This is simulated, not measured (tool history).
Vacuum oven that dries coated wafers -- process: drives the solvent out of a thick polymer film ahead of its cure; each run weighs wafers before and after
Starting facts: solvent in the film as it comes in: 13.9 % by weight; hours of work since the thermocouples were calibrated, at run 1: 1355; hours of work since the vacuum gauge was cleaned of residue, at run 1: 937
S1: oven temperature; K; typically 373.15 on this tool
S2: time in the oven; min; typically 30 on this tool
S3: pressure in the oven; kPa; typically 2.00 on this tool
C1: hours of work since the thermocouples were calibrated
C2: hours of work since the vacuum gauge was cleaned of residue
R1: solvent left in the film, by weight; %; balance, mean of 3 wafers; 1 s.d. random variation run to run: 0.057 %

Run 1, hour 0.0: usual settings; C1 1355; C2 937. Result: R1 3.62 %.
Run 2, hour 24.1: usual settings but S3 4.86 kPa; C1 1373; C2 955. Result: R1 7.26 %.
Run 3, hour 45.8: usual settings but S3 4.86 kPa; C1 1389; C2 971. Result: R1 7.33 %.
Run 4, hour 63.6: usual settings but S3 4.86 kPa; C1 1402; C2 984. Result: R1 7.55 %.
Run 5, hour 84.1: usual settings but S3 4.86 kPa; C1 1418; C2 1000. Result: R1 7.39 %.
Run 6, hour 109.6: usual settings but S1 378.15 K; C1 1437; C2 1019. Result: R1 2.93 %.
Run 7, hour 142.3: usual settings but S1 378.15 K; C1 1462; C2 1044. Result: R1 3.08 %.
Run 8, hour 155.7: usual settings but S1 378.15 K; C1 1472; C2 1054. Result: R1 3.02 %.
Run 9, hour 179.4: usual settings but S1 378.15 K; C1 1489; C2 1072. Result: R1 3.05 %.
Run 10, hour 193.1: usual settings but S1 378.15 K; C1 1500; C2 1082. Result: R1 2.94 %.
At hour 205.6: oven's thermocouples calibrated.
Run 11, hour 217.7: usual settings but S1 374.15 K; C1 9; C2 1099. Result: R1 3.08 %.
Run 12, hour 234.5: usual settings; C1 22; C2 1111. Result: R1 3.42 %.
Run 13, hour 250.2: usual settings; C1 34; C2 1123. Result: R1 3.43 %.
Run 14, hour 280.1: usual settings; C1 56; C2 1146. Result: R1 3.40 %.
Run 15, hour 311.7: usual settings; C1 80; C2 1169. Result: R1 3.48 %.
Run 16, hour 329.0: usual settings; C1 93; C2 1182. Result: R1 3.44 %.
Run 17, hour 361.6: usual settings; C1 117; C2 1207. Result: R1 3.29 %.
Run 18, hour 394.2: usual settings; C1 142; C2 1231. Result: R1 3.48 %.
Run 19, hour 420.5: usual settings; C1 162; C2 1251. Result: R1 3.46 %.
Run 20, hour 448.6: usual settings; C1 183; C2 1272. Result: R1 3.49 %.
Run 21, hour 465.5: usual settings but S1 360.15 K; C1 195; C2 1285. Result: R1 6.18 %.
Run 22, hour 482.3: usual settings but S1 360.15 K; C1 208; C2 1298. Result: R1 6.09 %.
Run 23, hour 514.5: usual settings but S1 383.15 K; C1 232; C2 1322. Result: R1 2.35 %.
Run 24, hour 528.1: usual settings but S1 381.15 K, S3 4.45 kPa; C1 242; C2 1332. Result: R1 4.74 %.
At hour 531.4: vacuum gauge cleaned of residue and calibrated.
Run 25, hour 555.7: usual settings but S2 23 min, S3 1.04 kPa; C1 262; C2 18. Result: R1 2.98 %.
Run 26, hour 570.5: usual settings but S2 50 min, S3 1.75 kPa; C1 273; C2 29. Result: R1 2.99 %.
Run 27, hour 594.9: usual settings but S1 365.15 K, S3 1.59 kPa; C1 292; C2 48. Result: R1 4.62 %.
Run 28, hour 610.0: usual settings but S1 376.15 K, S2 37 min, S3 1.01 kPa; C1 303; C2 59. Result: R1 1.91 %.
Run 29, hour 630.4: usual settings but S1 377.15 K, S2 19 min, S3 2.51 kPa; C1 318; C2 74. Result: R1 4.26 %.
Run 30, hour 645.8: usual settings but S1 377.15 K, S2 19 min, S3 2.51 kPa; C1 330; C2 86. Result: R1 4.38 %.
Run 31, hour 678.3: usual settings but S1 377.15 K, S2 19 min, S3 2.51 kPa; C1 354; C2 110. Result: R1 4.37 %.
Run 32, hour 698.0: usual settings but S1 386.15 K, S2 24 min, S3 2.65 kPa; C1 369; C2 125. Result: R1 2.77 %.
At hour 718.6: vacuum gauge cleaned of residue and calibrated, once more.
Run 33, hour 719.8: usual settings but S2 28 min, S3 1.73 kPa; C1 384; C2 1. Result: R1 2.86 %.
Run 34, hour 749.6: usual settings but S2 48 min, S3 6.48 kPa; C1 407; C2 23. Result: R1 8.48 %.
Run 35, hour 781.4: usual settings but S1 387.15 K; C1 431; C2 47. Result: R1 1.75 %.
Run 36, hour 805.4: usual settings but S1 387.15 K; C1 449; C2 65. Result: R1 1.68 %.
Run 37, hour 824.4: usual settings but S1 387.15 K; C1 463; C2 80. Result: R1 1.62 %.
Run 38, hour 848.0: usual settings but S1 379.15 K, S2 41 min, S3 4.10 kPa; C1 481; C2 97. Result: R1 4.41 %.
Run 39, hour 869.6: usual settings but S1 378.15 K, S2 32 min, S3 4.79 kPa; C1 497; C2 114. Result: R1 5.44 %.
Run 40, hour 893.3: usual settings but S1 378.15 K, S2 32 min, S3 3.09 kPa; C1 515; C2 131. Result: R1 3.55 %.
Run 41, hour 913.4: usual settings but S1 378.15 K, S2 32 min, S3 3.09 kPa; C1 530; C2 146. Result: R1 3.46 %.
Run 42, hour 944.6: usual settings but S1 384.15 K, S2 15 min, S3 6.22 kPa; C1 553; C2 170. Result: R1 6.20 %.
Run 43, hour 969.2: usual settings but S1 369.15 K, S2 53 min, S3 2.23 kPa; C1 572; C2 188. Result: R1 3.69 %.
Run 44, hour 992.2: usual settings but S1 376.15 K, S2 15 min, S3 2.19 kPa; C1 589; C2 206. Result: R1 4.39 %.
Run 45, hour 1011.4: usual settings but S1 376.15 K, S2 31 min, S3 2.19 kPa; C1 603; C2 220. Result: R1 3.00 %.
Run 46, hour 1029.2: usual settings but S1 376.15 K; C1 617; C2 233. Result: R1 2.78 %.

Measured minus without-hidden-state, run by run (identical run-to-run variation in each term; gauge scatter may differ):
What the log doesn't record here: true wafer temperature over the reading, C; true pressure over the reading, kPa; drift of the gauge itself on solvent_pct, %.
run     R1
  1  +0.76
  2  +1.04
  3  +1.05
  4  +1.09
  5  +1.10
  6  +0.66
  7  +0.68
  8  +0.69
  9  +0.70
 10  +0.69
 11  +0.41
 12  +0.44
 13  +0.45
 14  +0.47
 15  +0.48
 16  +0.49
 17  +0.49
 18  +0.51
 19  +0.54
 20  +0.55
 21  +0.83
 22  +0.83
 23  +0.41
 24  +0.47
 25  +0.71
 26  +0.73
 27  +1.00
 28  +0.67
 29  +0.67
 30  +0.70
 31  +0.70
 32  +0.54
 33  +0.12
 34  +0.29
 35  +0.08
 36  +0.08
 37  +0.09
 38  +0.20
 39  +0.26
 40  +0.20
 41  +0.21
 42  +0.31
 43  +0.27
 44  +0.30
 45  +0.25
 46  +0.25
